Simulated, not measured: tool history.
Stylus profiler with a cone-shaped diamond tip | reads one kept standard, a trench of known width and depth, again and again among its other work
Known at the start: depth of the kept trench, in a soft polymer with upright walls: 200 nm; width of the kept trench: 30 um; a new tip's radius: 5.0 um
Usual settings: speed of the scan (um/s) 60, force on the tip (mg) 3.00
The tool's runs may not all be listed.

run	day	speed of the scan (um/s)	force on the tip (mg)	depth of the trench (angstrom)	width of the trench's floor (um)
1	0.000	60	3.00	2019.6	26.93
2	3.379	60	3.00	2019.9	26.92
# day 6.917: height scale calibrated on a step standard
3	6.917	60	3.00	2020.2	26.95
4	10.525	60	3.00	2019.6	26.92
5	13.050	60	3.00	2020.1	26.95
6	17.029	60	3.00	2020.3	26.97
7	21.271	60	3.00	2020.0	26.97
8	24.121	60	3.00	2020.5	26.89
# day 26.262: new tip fitted, height scale calibrated
9	28.088	60	3.00	2020.0	26.94
10	29.912	60	3.00	2020.4	26.96
11	32.038	60	3.00	2020.1	27.04
12	34.646	60	3.00	2019.7	26.97
13	37.167	60	3.00	2019.5	27.00
14	41.071	60	3.00	2020.0	26.99
15	45.000	60	3.00	2019.4	27.00
16	47.375	60	1.89	2015.3	26.84
17	50.546	60	1.89	2015.0	26.93
18	52.517	60	4.27	2026.1	27.02
19	55.738	60	4.27	2024.6	27.02
20	59.329	60	4.27	2026.0	27.02
21	63.338	43	4.87	2027.9	27.04
22	65.304	155	1.16	2011.3	26.25
23	69.525	68	3.74	2022.7	26.99
24	72.600	187	1.51	2012.7	26.18
25	74.746	28	2.17	2015.7	27.03
26	76.888	28	1.77	2014.5	27.04
27	80.479	108	1.28	2011.3	26.57
28	83.508	108	1.28	2011.1	26.54
29	87.808	144	2.16	2015.6	26.48
30	91.267	113	6.43	2033.6	26.84
31	94.588	74	4.29	2025.6	26.93
32	96.788	74	4.29	2025.2	26.96
33	100.946	32	3.12	2021.0	27.11
34	102.833	32	3.12	2020.0	27.03
# day 103.229: height scale calibrated on a step standard
35	104.646	46	7.43	2036.1	27.07
36	107.571	60	7.18	2035.0	27.05
37	111.438	135	1.06	2010.7	26.28
38	115.354	135	1.06	2010.8	26.33

4 ways to go on from here, each from the tool as it stands after run 38. What would each give?
A	118.450	135	8.84	?	?
B	118.450	51	2.74	?	?
C	118.450	31	6.57	?	?
D	118.450	15	2.01	?	?

run	depth of the trench (angstrom)	width of the trench's floor (um)
A	2041.5	26.91
B	2018.9	26.98
C	2033.8	27.11
D	2015.8	27.16
Without the tool's hidden state the same runs would have given:
run	depth of the trench (angstrom)	width of the trench's floor (um)
A	2041.5	26.93
B	2018.8	26.99
C	2033.8	27.13
D	2015.8	27.18
